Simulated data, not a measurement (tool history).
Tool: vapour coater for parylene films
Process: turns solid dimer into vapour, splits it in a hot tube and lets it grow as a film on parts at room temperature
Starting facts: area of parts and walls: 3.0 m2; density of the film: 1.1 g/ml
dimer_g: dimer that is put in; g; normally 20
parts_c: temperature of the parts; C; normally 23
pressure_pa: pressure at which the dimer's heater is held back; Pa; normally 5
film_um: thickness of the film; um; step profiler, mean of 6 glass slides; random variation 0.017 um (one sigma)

run 1 hour=0 | dimer_g=20 parts_c=23 pressure_pa=5 | film_um=4.53
run 2 hour=20.5 | dimer_g=20 parts_c=23 pressure_pa=5 | film_um=4.52
run 3 hour=33.4 | dimer_g=12 parts_c=23 pressure_pa=5 | film_um=2.73
run 4 hour=58.9 | dimer_g=20 parts_c=27 pressure_pa=5 | film_um=3.76
run 5 hour=69.5 | dimer_g=20 parts_c=23 pressure_pa=2.48 | film_um=5.26
run 6 hour=87.3 | dimer_g=20 parts_c=23 pressure_pa=5 | film_um=4.53
run 7 hour=108.6 | dimer_g=10 parts_c=23 pressure_pa=5 | film_um=2.24
run 8 hour=132.8 | dimer_g=20 parts_c=22 pressure_pa=5 | film_um=4.69
run 9 hour=145.4 | dimer_g=8 parts_c=22 pressure_pa=5 | film_um=1.88
run 10 hour=170.9 | dimer_g=8 parts_c=22 pressure_pa=5 | film_um=1.85
run 11 hour=184.5 | dimer_g=20 parts_c=23 pressure_pa=5 | film_um=4.44
run 12 hour=204.6 | dimer_g=20 parts_c=23 pressure_pa=5 | film_um=4.45
run 13 hour=220.8 | dimer_g=20 parts_c=23 pressure_pa=5 | film_um=4.42
run 14 hour=243.2 | dimer_g=20 parts_c=23 pressure_pa=5 | film_um=4.44
run 15 hour=254.1 | dimer_g=20 parts_c=23 pressure_pa=11.16 | film_um=3.7
run 16 hour=274.5 | dimer_g=20 parts_c=23 pressure_pa=11.16 | film_um=3.7
run 17 hour=298 | dimer_g=20 parts_c=34 pressure_pa=5 | film_um=2.71
run 18 hour=323.7 | dimer_g=20 parts_c=23 pressure_pa=5 | film_um=4.44
run 19 hour=345.7 | dimer_g=20 parts_c=31 pressure_pa=5 | film_um=3.08
run 20 hour=364.5 | dimer_g=10 parts_c=23 pressure_pa=5 | film_um=2.21
-- hour=380.7 trap's valve overhauled
run 21 hour=381.4 | dimer_g=28 parts_c=23 pressure_pa=5 | film_um=6.7
run 22 hour=398.2 | dimer_g=20 parts_c=19 pressure_pa=5 | film_um=5.74
run 23 hour=413.3 | dimer_g=20 parts_c=19 pressure_pa=5 | film_um=5.73
run 24 hour=438.5 | dimer_g=20 parts_c=19 pressure_pa=5 | film_um=5.69
run 25 hour=462.9 | dimer_g=20 parts_c=19 pressure_pa=5 | film_um=5.7
run 26 hour=486.7 | dimer_g=8 parts_c=32 pressure_pa=2.21 | film_um=1.53
run 27 hour=504.6 | dimer_g=8 parts_c=32 pressure_pa=2.21 | film_um=1.51
run 28 hour=519 | dimer_g=23 parts_c=18 pressure_pa=4.17 | film_um=6.69
run 29 hour=535.9 | dimer_g=9 parts_c=15 pressure_pa=5 | film_um=2.62
run 30 hour=552.1 | dimer_g=30 parts_c=23 pressure_pa=11.31 | film_um=5.98
run 31 hour=570.4 | dimer_g=30 parts_c=23 pressure_pa=11.31 | film_um=5.91
run 32 hour=594.6 | dimer_g=32 parts_c=23 pressure_pa=3.55 | film_um=8.18
run 33 hour=619.2 | dimer_g=32 parts_c=23 pressure_pa=3.55 | film_um=8.16
run 34 hour=642 | dimer_g=32 parts_c=23 pressure_pa=10.25 | film_um=6.44
run 35 hour=653.8 | dimer_g=29 parts_c=23 pressure_pa=10.84 | film_um=5.75
run 36 hour=675.3 | dimer_g=27 parts_c=23 pressure_pa=10.84 | film_um=5.34
run 37 hour=694 | dimer_g=19 parts_c=23 pressure_pa=4.59 | film_um=4.54
run 38 hour=716.1 | dimer_g=30 parts_c=17 pressure_pa=5 | film_um=8.59
run 39 hour=738.2 | dimer_g=30 parts_c=17 pressure_pa=5 | film_um=8.52
-- hour=753.2 table's thermometer calibrated
run 40 hour=762.9 | dimer_g=30 parts_c=17 pressure_pa=5 | film_um=8.48
run 41 hour=777.1 | dimer_g=24 parts_c=17 pressure_pa=5.02 | film_um=6.83
run 42 hour=788.1 | dimer_g=16 parts_c=33 pressure_pa=11.69 | film_um=1.86
run 43 hour=804 | dimer_g=12 parts_c=23 pressure_pa=8.21 | film_um=2.34
run 44 hour=819.7 | dimer_g=20 parts_c=31 pressure_pa=5 | film_um=3.06
run 45 hour=843.7 | dimer_g=20 parts_c=31 pressure_pa=5 | film_um=3.02
run 46 hour=861.7 | dimer_g=18 parts_c=25 pressure_pa=5 | film_um=3.58
run 47 hour=881.2 | dimer_g=18 parts_c=25 pressure_pa=5 | film_um=3.55

Branching from run 47: 4 alternative next runs. What would each branch give?
run A hour=899.1 | dimer_g=18 parts_c=21 pressure_pa=5 | film_um=?
run B hour=899.1 | dimer_g=21 parts_c=31 pressure_pa=5 | film_um=?
run C hour=899.1 | dimer_g=28 parts_c=26 pressure_pa=5 | film_um=?
run D hour=899.1 | dimer_g=8 parts_c=23 pressure_pa=5 | film_um=?

run=A film_um=4.25
run=B film_um=3.17
run=C film_um=5.32
run=D film_um=1.73
What these runs would have given with no unlogged condition in the tool:
run=A film_um=4.53
run=B film_um=3.38
run=C film_um=5.67
run=D film_um=1.84
